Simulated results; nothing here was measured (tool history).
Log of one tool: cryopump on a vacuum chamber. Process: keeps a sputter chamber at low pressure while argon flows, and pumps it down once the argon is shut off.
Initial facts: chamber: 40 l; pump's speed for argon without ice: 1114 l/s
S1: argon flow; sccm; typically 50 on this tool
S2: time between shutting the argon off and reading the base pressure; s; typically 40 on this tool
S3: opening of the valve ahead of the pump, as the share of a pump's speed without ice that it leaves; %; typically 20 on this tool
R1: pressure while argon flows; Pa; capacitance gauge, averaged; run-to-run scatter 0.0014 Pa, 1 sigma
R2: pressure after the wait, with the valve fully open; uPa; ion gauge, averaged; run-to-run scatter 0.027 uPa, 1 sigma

run	hour	S1	S2	S3	R1	R2
1	0.0	50	40	20	0.3780	2.21
2	10.7	50	40	20	0.3801	2.18
3	17.9	50	40	20	0.3820	2.15
4	27.6	50	40	20	0.3830	2.18
5	38.3	50	40	20	0.3827	2.20
6	54.8	20	40	15	0.2036	2.28
7	69.4	50	40	22	0.3494	2.19
8	79.5	50	40	22	0.3509	2.24
9	97.3	50	40	22	0.3494	2.35
10	109.2	50	155	22	0.3504	1.63

A few steps of R1 between consecutive runs. Split each: what settings, incoming material and random variation would produce without the hidden state, and what is left over for the hidden state, along with gauge scatter present in only one of the two compared results (measured, and without hidden state):
Hidden conditions of the tool in this case: pump's speed, % of a pump's without ice; cold plate's temperature, K; leak into the chamber, uPa l/s; drift of the gauge itself on working_pa, %; drift of the gauge itself on base_upa, %.
Run 5 -> 6: S1 50 -> 20, S3 20 -> 15. R1 -0.1791 Pa: hidden state -0.0018, all else -0.1773.
Run 6 -> 7: S1 20 -> 50, S3 15 -> 22. R1 +0.1458 Pa: hidden state +0.0026, all else +0.1432.

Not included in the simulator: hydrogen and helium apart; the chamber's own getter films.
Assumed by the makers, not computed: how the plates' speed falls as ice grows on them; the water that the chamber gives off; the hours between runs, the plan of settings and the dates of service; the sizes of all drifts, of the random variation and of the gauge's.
